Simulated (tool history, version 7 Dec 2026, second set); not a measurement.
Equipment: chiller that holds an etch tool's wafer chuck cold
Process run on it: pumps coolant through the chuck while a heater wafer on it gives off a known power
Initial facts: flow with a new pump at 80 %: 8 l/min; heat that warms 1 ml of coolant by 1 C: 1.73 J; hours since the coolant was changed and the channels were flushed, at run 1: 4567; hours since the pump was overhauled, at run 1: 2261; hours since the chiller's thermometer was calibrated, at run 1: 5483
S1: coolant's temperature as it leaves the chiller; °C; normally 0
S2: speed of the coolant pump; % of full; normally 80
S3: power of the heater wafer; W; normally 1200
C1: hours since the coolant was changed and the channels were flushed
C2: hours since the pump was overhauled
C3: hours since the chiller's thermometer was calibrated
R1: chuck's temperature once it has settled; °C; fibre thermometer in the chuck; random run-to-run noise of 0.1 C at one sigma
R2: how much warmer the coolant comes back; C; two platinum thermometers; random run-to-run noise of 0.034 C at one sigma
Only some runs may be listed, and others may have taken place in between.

Run 1, hour 0: usual settings; C1 4567; C2 2261; C3 5483. Result: R1 10.2 °C, R2 5.4 C.
Run 2, hour 106.6: usual settings; C1 4674; C2 2367; C3 5589. Result: R1 10.2 °C, R2 5.33 C.
At hour 234.4: chiller's thermometer calibrated.
Run 3, hour 261: usual settings; C1 4828; C2 2521; C3 27. Result: R1 10.2 °C, R2 5.34 C.
Run 4, hour 440.8: usual settings; C1 5007; C2 2701; C3 206. Result: R1 10.2 °C, R2 5.37 C.
Run 5, hour 599.3: usual settings; C1 5166; C2 2859; C3 365. Result: R1 10.2 °C, R2 5.51 C.
Run 6, hour 692.2: usual settings; C1 5259; C2 2952; C3 458. Result: R1 10.3 °C, R2 5.47 C.
Run 7, hour 851: usual settings; C1 5417; C2 3111; C3 617. Result: R1 10.3 °C, R2 5.43 C.
Run 8, hour 987.1: usual settings but S2 91 % of full, S3 650 W; C1 5554; C2 3247; C3 753. Result: R1 5.1 °C, R2 2.62 C.
Run 9, hour 1144: usual settings but S1 -5 °C, S2 62 % of full, S3 1057 W; C1 5711; C2 3404; C3 910. Result: R1 6.2 °C, R2 6.38 C.
Run 10, hour 1305.9: usual settings but S1 -8 °C, S2 75 % of full; C1 5872; C2 3566; C3 1072. Result: R1 3.1 °C, R2 5.92 C.
Run 11, hour 1445.1: usual settings but S1 -8 °C, S2 75 % of full; C1 6012; C2 3705; C3 1211. Result: R1 3.1 °C, R2 5.9 C.
Run 12, hour 1581.4: usual settings but S1 -8 °C, S2 82 % of full; C1 6148; C2 3841; C3 1347. Result: R1 2.2 °C, R2 5.39 C.
Run 13, hour 1674.6: usual settings but S1 -8 °C, S2 82 % of full; C1 6241; C2 3934; C3 1440. Result: R1 2 °C, R2 5.46 C.
Run 14, hour 1763.9: usual settings but S1 -8 °C, S2 82 % of full; C1 6330; C2 4024; C3 1530. Result: R1 2.3 °C, R2 5.45 C.

Here are 5 independent what-if runs from the current tool condition. What would each one return?
Run A, hour 1873.4: usual settings but S1 -1 °C, S2 91 % of full; C1 6440; C2 4133; C3 1639. Result: R1 ?, R2 ?.
Run B, hour 1873.4: usual settings but S1 -9 °C, S2 87 % of full, S3 967 W; C1 6440; C2 4133; C3 1639. Result: R1 ?, R2 ?.
Run C, hour 1873.4: usual settings but S1 -8 °C, S2 82 % of full, S3 655 W; C1 6440; C2 4133; C3 1639. Result: R1 ?, R2 ?.
Run D, hour 1873.4: usual settings but S2 66 % of full, S3 767 W; C1 6440; C2 4133; C3 1639. Result: R1 ?, R2 ?.
Run E, hour 1873.4: usual settings but S1 -7 °C, S2 87 % of full, S3 902 W; C1 6440; C2 4133; C3 1639. Result: R1 ?, R2 ?.

run    R1    R2
  A   8.5   4.8
  B  -1.1  4.03
  C  -2.4  2.88
  D   7.9  4.39
  E   0.4  3.84
With no hidden state in the tool, these same runs would have given:
run    R1    R2
  A   7.4  4.51
  B    -2  3.78
  C    -3   2.7
  D     7  4.12
  E  -0.5  3.61
